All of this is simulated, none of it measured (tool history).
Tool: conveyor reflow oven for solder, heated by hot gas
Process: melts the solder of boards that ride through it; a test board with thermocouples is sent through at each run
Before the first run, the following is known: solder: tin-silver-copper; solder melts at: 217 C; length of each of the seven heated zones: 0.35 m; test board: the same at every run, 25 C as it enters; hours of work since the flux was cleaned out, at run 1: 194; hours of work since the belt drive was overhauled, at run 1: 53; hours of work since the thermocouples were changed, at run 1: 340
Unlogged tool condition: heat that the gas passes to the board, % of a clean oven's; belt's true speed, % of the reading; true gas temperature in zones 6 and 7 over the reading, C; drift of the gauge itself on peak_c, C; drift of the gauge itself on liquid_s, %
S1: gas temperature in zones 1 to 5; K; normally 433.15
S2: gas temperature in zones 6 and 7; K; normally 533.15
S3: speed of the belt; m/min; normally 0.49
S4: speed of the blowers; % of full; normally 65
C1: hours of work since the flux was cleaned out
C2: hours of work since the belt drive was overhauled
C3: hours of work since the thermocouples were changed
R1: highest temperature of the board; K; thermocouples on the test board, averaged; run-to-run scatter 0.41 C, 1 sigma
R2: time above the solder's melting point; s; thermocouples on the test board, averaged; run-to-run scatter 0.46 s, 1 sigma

run	day	S1	S2	S3	S4	C1	C2	C3	R1	R2
1	0	433.15	533.15	0.49	65	194	53	340	513.15	47.5
# day 0.571: flux residue cleaned out of gas plates and filters
2	2.342	433.15	533.15	0.49	65	33	92	379	513.05	44.6
3	3.962	433.15	533.15	0.49	65	63	122	409	512.65	44.8
4	5.575	433.15	533.15	0.49	65	92	152	439	512.55	44.4
5	7.012	433.15	533.15	0.49	59	119	178	466	510.95	42.2
6	9.042	433.15	533.15	0.49	59	156	216	503	510.75	42.1
# day 11.054: flux residue cleaned out of gas plates and filters, once more
7	11.238	428.15	533.15	0.49	65	3	252	540	516.25	47.5
8	12.317	445.15	533.15	0.49	65	23	272	559	518.85	57.1
9	14.042	445.15	537.15	0.49	65	55	304	591	522.25	59.6
10	15.808	433.15	533.15	0.542	65	88	336	624	512.05	39.9
11	17.358	433.15	533.15	0.49	65	116	365	652	515.75	50.2
12	18.638	421.15	533.15	0.49	65	140	388	676	513.25	43.1
13	20.112	421.15	533.15	0.49	65	167	416	703	513.55	43.1
14	21.275	431.15	533.15	0.49	65	188	437	724	515.35	48.1
# day 22.121: flux residue cleaned out of gas plates and filters
15	22.696	433.15	533.15	0.49	65	11	459	747	517.85	50.8
16	24.158	433.15	539.15	0.543	83	38	486	774	521.45	51.1
17	25.8	424.15	535.15	0.509	50	68	517	804	510.55	38.6
18	26.921	422.15	539.15	0.465	73	88	537	825	523.85	58.6
19	28.983	434.15	546.15	0.414	65	126	575	863	534.55	78
20	30.671	434.15	522.15	0.414	72	158	606	894	514.05	60.6
21	31.775	442.15	530.15	0.49	55	178	627	914	513.35	49.6
# day 33.279: flux residue cleaned out of gas plates and filters
22	34.267	442.15	530.15	0.49	55	18	669	956	514.95	50.7
23	36.154	442.15	530.15	0.49	55	53	704	991	513.95	50
24	37.817	433.15	548.15	0.49	65	84	734	1022	530.65	63
25	39.333	433.15	548.15	0.516	65	112	762	1050	528.65	57.6
26	40.55	433.15	548.15	0.516	65	134	785	1072	527.85	57.2
27	42.5	433.15	548.15	0.516	65	170	820	1108	527.65	57
# day 43.7: belt drive overhauled, speed set with a stopwatch
28	43.779	433.15	533.15	0.564	60	190	1	1128	509.85	34.7
# day 44.533: flux residue cleaned out of gas plates and filters
29	45.733	433.15	533.15	0.49	54	22	34	1161	515.45	47.8
30	47.583	433.15	533.15	0.49	54	56	68	1195	514.65	48.1

3 options for the next run, each taken on its own from the tool as it stands now. Forecast them:
A	48.571	441.15	533.15	0.49	71	74	86	1213	?	?
B	48.571	433.15	543.15	0.529	65	74	86	1213	?	?
C	48.571	444.15	533.15	0.49	65	74	86	1213	?	?

run	R1	R2
A	520.55	57.9
B	522.75	51.6
C	520.15	57.8
Without the tool's hidden state the same runs would have given:
run	R1	R2
A	517.05	54.8
B	519.45	48.9
C	516.65	54.6

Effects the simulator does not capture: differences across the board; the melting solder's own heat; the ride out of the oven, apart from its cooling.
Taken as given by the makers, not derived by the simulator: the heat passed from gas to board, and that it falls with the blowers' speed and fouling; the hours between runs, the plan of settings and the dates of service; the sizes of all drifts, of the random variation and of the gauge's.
